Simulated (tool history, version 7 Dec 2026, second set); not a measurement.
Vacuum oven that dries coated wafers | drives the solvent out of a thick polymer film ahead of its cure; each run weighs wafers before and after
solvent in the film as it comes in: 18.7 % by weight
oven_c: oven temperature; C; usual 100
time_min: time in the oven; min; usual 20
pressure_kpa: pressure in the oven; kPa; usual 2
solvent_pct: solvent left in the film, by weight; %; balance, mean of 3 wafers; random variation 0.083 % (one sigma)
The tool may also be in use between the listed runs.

{"run": 1, "hour": 0.0, "oven_c": 100, "time_min": 20, "pressure_kpa": 2, "solvent_pct": 6.65}
{"run": 2, "hour": 38.4, "oven_c": 100, "time_min": 20, "pressure_kpa": 2, "solvent_pct": 6.53}
{"run": 3, "hour": 90.9, "oven_c": 100, "time_min": 20, "pressure_kpa": 2, "solvent_pct": 6.61}
{"run": 4, "hour": 165.9, "oven_c": 100, "time_min": 20, "pressure_kpa": 2, "solvent_pct": 6.79}
{"run": 5, "hour": 213.9, "oven_c": 100, "time_min": 20, "pressure_kpa": 2, "solvent_pct": 6.62}
{"run": 6, "hour": 279.7, "oven_c": 102, "time_min": 20, "pressure_kpa": 2, "solvent_pct": 5.83}
{"run": 7, "hour": 320.6, "oven_c": 100, "time_min": 20, "pressure_kpa": 2, "solvent_pct": 6.52}
{"run": 8, "hour": 386.6, "oven_c": 100, "time_min": 20, "pressure_kpa": 2, "solvent_pct": 6.7}
{"run": 9, "hour": 439.2, "oven_c": 100, "time_min": 20, "pressure_kpa": 2, "solvent_pct": 6.73}
{"run": 10, "hour": 516.8, "oven_c": 114, "time_min": 20, "pressure_kpa": 2, "solvent_pct": 2.42}
{"run": 11, "hour": 551.0, "oven_c": 92, "time_min": 20, "pressure_kpa": 2, "solvent_pct": 9.71}
{"run": 12, "hour": 623.2, "oven_c": 89, "time_min": 20, "pressure_kpa": 2, "solvent_pct": 11.14}
{"run": 13, "hour": 682.6, "oven_c": 89, "time_min": 20, "pressure_kpa": 2, "solvent_pct": 11.26}
{"run": 14, "hour": 746.3, "oven_c": 89, "time_min": 20, "pressure_kpa": 2, "solvent_pct": 11.09}
{"run": 15, "hour": 792.5, "oven_c": 89, "time_min": 20, "pressure_kpa": 2, "solvent_pct": 11.04}
{"hour": 820.2, "done": "oven's thermocouples calibrated"}
{"run": 16, "hour": 834.0, "oven_c": 100, "time_min": 20, "pressure_kpa": 2.86, "solvent_pct": 7.85}
{"run": 17, "hour": 892.8, "oven_c": 100, "time_min": 12, "pressure_kpa": 2, "solvent_pct": 9.01}
{"run": 18, "hour": 947.5, "oven_c": 110, "time_min": 20, "pressure_kpa": 2, "solvent_pct": 3.26}
{"run": 19, "hour": 998.0, "oven_c": 110, "time_min": 20, "pressure_kpa": 2, "solvent_pct": 3.33}
{"run": 20, "hour": 1062.6, "oven_c": 110, "time_min": 20, "pressure_kpa": 2, "solvent_pct": 3.25}
{"run": 21, "hour": 1117.7, "oven_c": 86, "time_min": 20, "pressure_kpa": 2, "solvent_pct": 12.2}
{"run": 22, "hour": 1198.3, "oven_c": 92, "time_min": 20, "pressure_kpa": 1.38, "solvent_pct": 9.03}
{"run": 23, "hour": 1280.2, "oven_c": 105, "time_min": 14, "pressure_kpa": 7.34, "solvent_pct": 11.17}
{"run": 24, "hour": 1336.6, "oven_c": 100, "time_min": 20, "pressure_kpa": 1.77, "solvent_pct": 6.46}
{"run": 25, "hour": 1394.0, "oven_c": 97, "time_min": 17, "pressure_kpa": 2.7, "solvent_pct": 9.54}
{"run": 26, "hour": 1429.2, "oven_c": 97, "time_min": 26, "pressure_kpa": 2.7, "solvent_pct": 7.69}
{"run": 27, "hour": 1485.7, "oven_c": 108, "time_min": 22, "pressure_kpa": 2.7, "solvent_pct": 4.45}
{"run": 28, "hour": 1540.9, "oven_c": 99, "time_min": 20, "pressure_kpa": 7.18, "solvent_pct": 13.28}
{"run": 29, "hour": 1593.5, "oven_c": 110, "time_min": 20, "pressure_kpa": 1.91, "solvent_pct": 3.16}
{"run": 30, "hour": 1667.5, "oven_c": 110, "time_min": 11, "pressure_kpa": 3.8, "solvent_pct": 7.12}
{"run": 31, "hour": 1736.0, "oven_c": 100, "time_min": 27, "pressure_kpa": 2, "solvent_pct": 5.45}
{"run": 32, "hour": 1769.1, "oven_c": 104, "time_min": 10, "pressure_kpa": 4.4, "solvent_pct": 10.4}
{"run": 33, "hour": 1845.7, "oven_c": 104, "time_min": 10, "pressure_kpa": 4.4, "solvent_pct": 10.51}
{"run": 34, "hour": 1920.5, "oven_c": 100, "time_min": 20, "pressure_kpa": 5.05, "solvent_pct": 10.25}
{"run": 35, "hour": 1962.7, "oven_c": 95, "time_min": 25, "pressure_kpa": 3.07, "solvent_pct": 9.21}

Run 36 comes next. What will it give?
{"run": 36, "hour": 2042.5, "oven_c": 95, "time_min": 25, "pressure_kpa": 3.07, "solvent_pct": "?"}

{"run 36": {"solvent_pct": 9.06}}
Without the tool's hidden state the same run would have given solvent_pct 9.05 %.
